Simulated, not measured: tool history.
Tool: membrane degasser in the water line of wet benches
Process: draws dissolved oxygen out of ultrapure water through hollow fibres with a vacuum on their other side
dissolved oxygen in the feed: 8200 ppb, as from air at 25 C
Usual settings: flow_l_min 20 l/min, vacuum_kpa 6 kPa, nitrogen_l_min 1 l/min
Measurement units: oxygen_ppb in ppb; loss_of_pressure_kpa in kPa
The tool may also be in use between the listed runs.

| run | day | flow_l_min | vacuum_kpa | nitrogen_l_min | oxygen_ppb | loss_of_pressure_kpa |
|---|---|---|---|---|---|---|
| 1 | 0 | 20 | 6 | 1 | 153.3 | 39.63 |
|  | 0.729 | vacuum gauge calibrated |
| 2 | 5.404 | 20 | 4.38 | 1 | 82.1 | 39.91 |
| 3 | 9.725 | 20 | 6 | 1 | 154.2 | 39.86 |
| 4 | 12.783 | 20 | 6 | 1 | 155.2 | 39.77 |
| 5 | 15.033 | 24 | 6 | 1 | 204.2 | 48.19 |
| 6 | 18.788 | 24 | 6 | 1 | 206 | 47.53 |
| 7 | 21.392 | 20 | 7.98 | 1 | 238.7 | 39.67 |
| 8 | 24.325 | 30 | 7.98 | 1 | 421.1 | 59.34 |
| 9 | 28.996 | 16 | 10.05 | 1 | 255.3 | 31.88 |
| 10 | 32.771 | 16 | 10.05 | 0.73 | 340.9 | 31.84 |
| 11 | 35.267 | 30 | 11.68 | 0.44 | 1052.9 | 59.7 |
| 12 | 40.092 | 13 | 6 | 2.67 | 37.8 | 25.92 |
| 13 | 45.096 | 13 | 6 | 2.67 | 37.3 | 25.74 |
| 14 | 47.854 | 29 | 6.39 | 1.99 | 229.3 | 58.12 |
| 15 | 53.267 | 29 | 6.39 | 1.99 | 225 | 58.36 |
| 16 | 58.85 | 29 | 6.39 | 1.99 | 228.9 | 57.76 |

Consider 5 possible next runs. They are alternatives, not a sequence: every one starts from the tool as it was left by run 16. What does each give?
| A | 63.421 | 29 | 4.38 | 1.99 | ? | ? |
| B | 63.421 | 15 | 8.58 | 1.07 | ? | ? |
| C | 63.421 | 22 | 12.07 | 0.8 | ? | ? |
| D | 63.421 | 29 | 9.41 | 1.99 | ? | ? |
| E | 63.421 | 29 | 14.98 | 1.99 | ? | ? |

| run | oxygen_ppb | loss_of_pressure_kpa |
|---|---|---|
| A | 168.8 | 58.08 |
| B | 181.7 | 29.97 |
| C | 539.9 | 43.6 |
| D | 332.4 | 58.07 |
| E | 497.5 | 57.66 |
Stripped of hidden state, with their random variation kept, the same runs would have yielded:
| run | oxygen_ppb | loss_of_pressure_kpa |
|---|---|---|
| A | 160 | 57.41 |
| B | 177 | 29.63 |
| C | 531.6 | 43.1 |
| D | 323 | 57.4 |
| E | 487.7 | 57 |

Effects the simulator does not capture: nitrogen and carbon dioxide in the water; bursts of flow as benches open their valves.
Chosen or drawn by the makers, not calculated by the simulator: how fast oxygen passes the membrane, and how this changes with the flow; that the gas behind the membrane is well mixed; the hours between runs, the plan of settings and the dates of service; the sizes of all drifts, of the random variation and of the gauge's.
